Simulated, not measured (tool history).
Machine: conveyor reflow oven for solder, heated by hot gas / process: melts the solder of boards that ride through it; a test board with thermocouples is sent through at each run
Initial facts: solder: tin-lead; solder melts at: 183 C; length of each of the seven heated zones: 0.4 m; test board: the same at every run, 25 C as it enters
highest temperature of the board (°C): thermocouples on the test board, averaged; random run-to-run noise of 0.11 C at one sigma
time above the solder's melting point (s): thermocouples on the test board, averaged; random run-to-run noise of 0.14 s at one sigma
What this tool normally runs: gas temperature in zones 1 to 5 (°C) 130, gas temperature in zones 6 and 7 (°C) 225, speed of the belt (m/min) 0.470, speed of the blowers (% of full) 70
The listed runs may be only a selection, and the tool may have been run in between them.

run     day  gas temperature in zones 1 to 5 (°C)  gas temperature in zones 6 and 7 (°C)  speed of the belt (m/min)  speed of the blowers (% of full)  highest temperature of the board (°C)  time above the solder's melting point (s)
  1   0.000                                   130                                    225                      0.470                                70                                  215.3                                       74.3
  2   1.683                                   130                                    225                      0.470                                70                                  215.0                                       74.4
  3   4.575                                   130                                    214                      0.470                                70                                  205.1                                       62.5
  4   6.829                                   130                                    225                      0.470                                70                                  215.2                                       74.0
      8.604  -- belt drive overhauled, speed set with a stopwatch
  5   8.604                                   130                                    225                      0.470                                68                                  214.0                                       72.0
  6  11.862                                   130                                    225                      0.470                                68                                  214.1                                       71.4
  7  14.971                                   130                                    225                      0.470                                68                                  213.9                                       71.4
  8  18.821                                   130                                    225                      0.470                                70                                  214.2                                       71.8
  9  21.450                                   130                                    225                      0.470                                70                                  214.2                                       71.8
     23.142  -- flux residue cleaned out of gas plates and filters
 10  23.579                                   130                                    225                      0.470                                70                                  215.5                                       74.0
 11  25.267                                   130                                    225                      0.470                                70                                  215.6                                       74.0
 12  27.996                                   121                                    225                      0.470                                70                                  214.3                                       69.2
 13  30.988                                   130                                    225                      0.470                                82                                  217.8                                       77.2
 14  33.446                                   130                                    225                      0.470                                82                                  217.7                                       76.9
 15  36.733                                   130                                    225                      0.470                                82                                  217.5                                       77.0
 16  38.996                                   130                                    225                      0.470                                82                                  217.5                                       77.1
 17  42.575                                   130                                    225                      0.542                                64                                  209.0                                       55.2
 18  44.571                                   141                                    216                      0.480                                73                                  208.4                                       69.3
 19  48.229                                   141                                    216                      0.480                                73                                  208.2                                       69.1
 20  50.271                                   141                                    237                      0.480                                65                                  225.6                                       85.1
 21  52.138                                   141                                    237                      0.480                                65                                  225.5                                       85.0

What will run 22 give?
     53.129  -- flux residue cleaned out of gas plates and filters
 22  55.983                                   126                                    225                      0.520                                70                                      ?                                          ?

Run 22 came out at highest temperature of the board (°C) 213.2, time above the solder's melting point (s) 62.1.
With no hidden state in the tool, this same run would have given highest temperature of the board (°C) 211.4, time above the solder's melting point (s) 59.9.
